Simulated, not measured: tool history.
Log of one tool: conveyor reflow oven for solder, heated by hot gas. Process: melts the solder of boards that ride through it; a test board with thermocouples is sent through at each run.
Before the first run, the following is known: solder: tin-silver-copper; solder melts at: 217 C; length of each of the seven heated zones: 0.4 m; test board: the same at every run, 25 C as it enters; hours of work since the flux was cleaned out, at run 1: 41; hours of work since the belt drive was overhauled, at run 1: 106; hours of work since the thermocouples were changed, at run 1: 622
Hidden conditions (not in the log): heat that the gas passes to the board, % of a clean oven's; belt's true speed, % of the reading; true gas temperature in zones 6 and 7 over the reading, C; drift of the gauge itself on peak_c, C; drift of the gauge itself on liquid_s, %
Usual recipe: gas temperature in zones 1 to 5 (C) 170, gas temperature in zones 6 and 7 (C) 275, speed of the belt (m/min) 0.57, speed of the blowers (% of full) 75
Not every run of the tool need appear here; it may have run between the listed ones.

run	hour	gas temperature in zones 1 to 5 (C)	gas temperature in zones 6 and 7 (C)	speed of the belt (m/min)	speed of the blowers (% of full)	hours of work since the flux was cleaned out	hours of work since the belt drive was overhauled	hours of work since the thermocouples were changed	highest temperature of the board (C)	time above the solder's melting point (s)
1	0	170	275	0.57	75	41	106	622	252.7	60.2
2	59	170	275	0.57	75	80	145	661	250.9	59
# hour 75.5: thermocouples of zones 6 and 7 changed
3	127.3	170	275	0.57	75	124	189	34	252.1	59.6
4	180.8	170	275	0.57	75	159	224	70	250.5	59.9
5	213	170	275	0.57	75	181	245	91	250.7	59.7
6	272.7	170	275	0.57	75	220	285	130	249.5	58.1
7	302.4	170	275	0.57	75	240	304	150	250.1	58.3
# hour 326.7: flux residue cleaned out of gas plates and filters
8	348.2	170	275	0.57	75	14	331	177	249	55.6
9	382.7	170	275	0.57	75	37	354	200	246.9	56
10	438.3	170	275	0.553	75	74	391	236	249	58
# hour 497.8: flux residue cleaned out of gas plates and filters, once more
11	515.9	170	275	0.489	75	12	439	284	257.7	77.8
12	567.1	170	275	0.57	75	46	472	318	253.2	60.1
13	602.4	170	275	0.57	75	69	496	341	252	60.7
14	650.9	170	275	0.57	75	101	528	373	251.4	60
15	698.2	170	275	0.57	75	132	559	405	251.5	59.6
16	759.7	170	275	0.57	75	173	600	445	250.3	59
17	791.1	170	275	0.57	75	194	620	466	249.8	57.4
18	827.6	170	275	0.57	75	218	644	490	249.6	58.1
19	872	180	275	0.57	75	247	674	519	251.4	63.5
# hour 882.9: flux residue cleaned out of gas plates and filters
20	915.5	179	266	0.57	75	22	699	545	247.6	60.2
21	961.4	160	274	0.508	88	52	730	575	256.9	69.4
22	1014.2	170	275	0.568	78	87	764	610	252.5	59.7
23	1058	170	275	0.568	78	116	793	639	251.5	61.2
# hour 1112.4: thermocouples of zones 6 and 7 changed
24	1119.7	177	269	0.64	68	155	833	5	241.4	44.9
25	1160.4	170	275	0.611	54	182	860	32	240.4	41.1
26	1200.4	162	277	0.529	87	208	886	58	257.6	67.2
27	1259.2	169	274	0.57	75	247	925	97	249.3	57.1
# hour 1272.3: flux residue cleaned out of gas plates and filters
28	1311.5	173	274	0.474	82	26	956	128	260	83.4
29	1371	174	280	0.643	75	65	995	168	252.7	54.9
30	1433	170	275	0.586	89	106	1036	208	254.7	61

Take each entry between the runs: how does the hidden state at the last listed run before it differ from the hidden state at the first listed run after it?
Between runs 2 and 3: thermocouples of zones 6 and 7 changed (hour 75.5)
  heat that the gas passes to the board, % of a clean oven's: 96.7 -> 94.8; belt's true speed, % of the reading: 99.87 -> 99.82; true gas temperature in zones 6 and 7 over the reading, C: -2.42 -> -0.05
  measured result minus the result with no hidden state, highest temperature of the board (C): -3 -> -1.7; time above the solder's melting point (s): -2.6 -> -1.7
Between runs 7 and 8: flux residue cleaned out of gas plates and filters (hour 326.7)
  heat that the gas passes to the board, % of a clean oven's: 89.9 -> 85.4; belt's true speed, % of the reading: 99.69 -> 99.65; true gas temperature in zones 6 and 7 over the reading, C: -0.42 -> -0.52
  measured result minus the result with no hidden state, highest temperature of the board (C): -3.8 -> -5.7; time above the solder's melting point (s): -3.8 -> -6
Between runs 10 and 11: flux residue cleaned out of gas plates and filters, once more (hour 497.8)
  heat that the gas passes to the board, % of a clean oven's: 83.2 -> 99.3; belt's true speed, % of the reading: 99.57 -> 99.51; true gas temperature in zones 6 and 7 over the reading, C: -0.7 -> -0.85
  measured result minus the result with no hidden state, highest temperature of the board (C): -6.6 -> -0.8; time above the solder's melting point (s): -7 -> -0.2
Between runs 19 and 20: flux residue cleaned out of gas plates and filters (hour 882.9)
  heat that the gas passes to the board, % of a clean oven's: 89.2 -> 98.9; belt's true speed, % of the reading: 99.21 -> 99.18; true gas temperature in zones 6 and 7 over the reading, C: -1.6 -> -1.68
  measured result minus the result with no hidden state, highest temperature of the board (C): -4.5 -> -1.4; time above the solder's melting point (s): -3.8 -> -0.8
Between runs 23 and 24: thermocouples of zones 6 and 7 changed (hour 1112.4)
  heat that the gas passes to the board, % of a clean oven's: 94.9 -> 93.2; belt's true speed, % of the reading: 99.07 -> 99.02; true gas temperature in zones 6 and 7 over the reading, C: -2 -> -0.55
  measured result minus the result with no hidden state, highest temperature of the board (C): -3.1 -> -2.3; time above the solder's melting point (s): -2.1 -> -2.5
Between runs 27 and 28: flux residue cleaned out of gas plates and filters (hour 1272.3)
  heat that the gas passes to the board, % of a clean oven's: 89.6 -> 98.9; belt's true speed, % of the reading: 98.9 -> 98.86; true gas temperature in zones 6 and 7 over the reading, C: -0.85 -> -0.96
  measured result minus the result with no hidden state, highest temperature of the board (C): -4 -> -0.8; time above the solder's melting point (s): -3.6 -> +0.4

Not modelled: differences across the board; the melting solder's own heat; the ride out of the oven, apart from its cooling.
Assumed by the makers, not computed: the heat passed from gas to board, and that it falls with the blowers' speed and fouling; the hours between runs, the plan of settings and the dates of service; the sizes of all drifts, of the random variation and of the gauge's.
